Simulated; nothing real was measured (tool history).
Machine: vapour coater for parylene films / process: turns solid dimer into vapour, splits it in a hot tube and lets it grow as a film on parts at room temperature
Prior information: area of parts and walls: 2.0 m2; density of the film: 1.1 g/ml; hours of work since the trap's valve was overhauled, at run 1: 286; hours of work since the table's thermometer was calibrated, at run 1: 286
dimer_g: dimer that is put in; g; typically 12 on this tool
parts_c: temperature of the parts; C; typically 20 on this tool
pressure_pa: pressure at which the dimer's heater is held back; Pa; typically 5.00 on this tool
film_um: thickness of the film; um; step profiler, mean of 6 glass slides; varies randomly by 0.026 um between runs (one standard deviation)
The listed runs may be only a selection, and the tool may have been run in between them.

run,day,dimer_g,parts_c,pressure_pa,hours of work since the trap's valve was overhauled,hours of work since the table's thermometer was calibrated,film_um
1,0.000,12,20,5.00,286,286,3.63
2,1.371,12,20,5.00,308,308,3.54
# day 1.771: trap's valve overhauled
3,3.212,12,20,5.00,24,335,3.97
4,5.175,12,20,5.00,56,367,3.87
5,6.925,12,20,5.00,84,396,3.91
6,8.212,12,17,5.00,105,417,4.11
7,9.738,12,17,5.00,130,442,4.02
8,11.033,12,29,5.00,151,463,3.15
9,13.171,12,29,5.00,186,498,3.14
10,14.667,12,29,5.00,210,522,3.11
11,16.612,12,29,5.00,242,554,3.07
12,18.638,12,29,5.00,275,587,3.02
13,20.654,12,29,5.00,308,620,2.98
# day 20.933: trap's valve overhauled
14,22.167,12,14,5.00,20,642,4.44
15,24.079,18,15,3.86,51,673,6.69
16,25.379,12,14,3.86,73,694,4.55
17,26.671,12,14,3.86,94,715,4.51
18,29.008,8,14,9.09,132,753,2.63
19,31.117,20,20,5.00,166,788,6.21
20,32.292,12,20,2.32,185,807,4.11
21,34.646,12,20,2.32,224,845,4.07
22,35.992,6,20,5.00,246,867,1.82
23,38.225,6,20,5.70,282,904,1.79
24,39.362,15,15,5.70,301,922,4.95
# day 40.271: trap's valve overhauled
25,41.717,10,29,5.00,24,958,2.75
26,43.304,10,29,5.00,50,984,2.75

Alternative continuations, all from the tool just after run 26; predict every row:
A,45.550,12,13,5.00,86,1020,?
B,45.550,13,16,4.46,86,1020,?
C,45.550,12,28,4.97,86,1020,?
D,45.550,9,29,11.34,86,1020,?

run,film_um
A,4.43
B,4.57
C,3.31
D,2.19
Without the tool's unlogged condition, the same runs would have read:
run,film_um
A,4.55
B,4.69
C,3.40
D,2.25

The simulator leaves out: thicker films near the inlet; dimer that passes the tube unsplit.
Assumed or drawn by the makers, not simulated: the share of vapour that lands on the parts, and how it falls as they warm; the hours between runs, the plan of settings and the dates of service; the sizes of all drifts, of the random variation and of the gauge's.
